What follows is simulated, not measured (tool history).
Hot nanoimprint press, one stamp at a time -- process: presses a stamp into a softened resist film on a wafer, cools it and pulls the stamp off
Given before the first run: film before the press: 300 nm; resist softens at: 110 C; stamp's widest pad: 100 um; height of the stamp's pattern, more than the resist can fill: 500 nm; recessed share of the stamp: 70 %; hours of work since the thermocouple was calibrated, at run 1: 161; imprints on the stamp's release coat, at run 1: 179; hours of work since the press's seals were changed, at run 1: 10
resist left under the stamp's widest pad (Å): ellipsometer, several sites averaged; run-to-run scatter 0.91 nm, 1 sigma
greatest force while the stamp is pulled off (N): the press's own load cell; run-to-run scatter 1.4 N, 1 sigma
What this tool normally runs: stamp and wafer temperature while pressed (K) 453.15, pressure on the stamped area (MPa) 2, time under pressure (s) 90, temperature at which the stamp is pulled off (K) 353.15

run,hour,stamp and wafer temperature while pressed (K),pressure on the stamped area (MPa),time under pressure (s),temperature at which the stamp is pulled off (K),hours of work since the thermocouple was calibrated,imprints on the stamp's release coat,hours of work since the press's seals were changed,resist left under the stamp's widest pad (Å),greatest force while the stamp is pulled off (N)
1,0,453.15,2,90,353.15,161,179,10,1275,117
2,13.2,453.15,2,90,358.15,168,231,18,1273,111
3,22.7,453.15,2.17,90,358.15,173,270,23,1226,112
4,32.3,453.15,2.17,90,358.15,178,308,28,1221,110
5,50.3,453.15,2.17,90,358.15,188,381,37,1224,114
6,59.8,453.15,2.16,90,353.15,193,419,42,1228,115
7,70.1,453.15,2.16,90,353.15,198,460,48,1214,119
8,82,453.15,1.59,90,353.15,204,507,54,1415,116
# hour 95.3: stamp cleaned and given a new release coat
9,96.3,453.15,2,90,343.15,209,4,59,1267,122
10,107.2,453.15,2,58,353.15,215,48,65,1497,117
11,120.8,453.15,2.34,90,353.15,222,102,72,1161,116
12,134.9,453.15,2.34,90,353.15,230,159,79,1176,115
13,146.6,453.15,2.34,90,353.15,236,205,86,1185,117
14,164.3,453.15,2,56,353.15,245,277,95,1521,117
15,174.4,453.15,2,90,346.15,251,317,101,1265,124
16,192.4,457.15,2.04,151,355.15,260,390,110,836,113
17,208.9,453.15,1.68,90,350.15,269,456,119,1378,119
18,220.9,453.15,1.68,90,350.15,276,504,125,1383,118
# hour 234.6: stamp cleaned and given a new release coat
19,245,453.15,1.68,90,350.15,285,42,135,1376,119
20,258.9,456.15,1.32,53,350.15,293,98,142,1620,119
21,272.3,456.15,1.32,53,350.15,300,152,150,1604,119
22,289.8,449.15,2.32,90,353.15,309,222,159,1461,116
23,305.6,451.15,3.14,99,354.15,318,285,167,1097,116
24,314.6,450.15,1.96,48,353.15,322,321,172,1819,118

Entry by entry between the runs, the difference in hidden state between the last listed run before and the first listed run after:
After run 8, before run 9: stamp cleaned and given a new release coat (hour 95.3)
  grip of the stamp's worn release coat, % over a new coat's: 0.6 -> 0
After run 18, before run 19: stamp cleaned and given a new release coat (hour 234.6)
  true temperature over the reading, C: 0.08 -> 0.09; grip of the stamp's worn release coat, % over a new coat's: 0.6 -> 0

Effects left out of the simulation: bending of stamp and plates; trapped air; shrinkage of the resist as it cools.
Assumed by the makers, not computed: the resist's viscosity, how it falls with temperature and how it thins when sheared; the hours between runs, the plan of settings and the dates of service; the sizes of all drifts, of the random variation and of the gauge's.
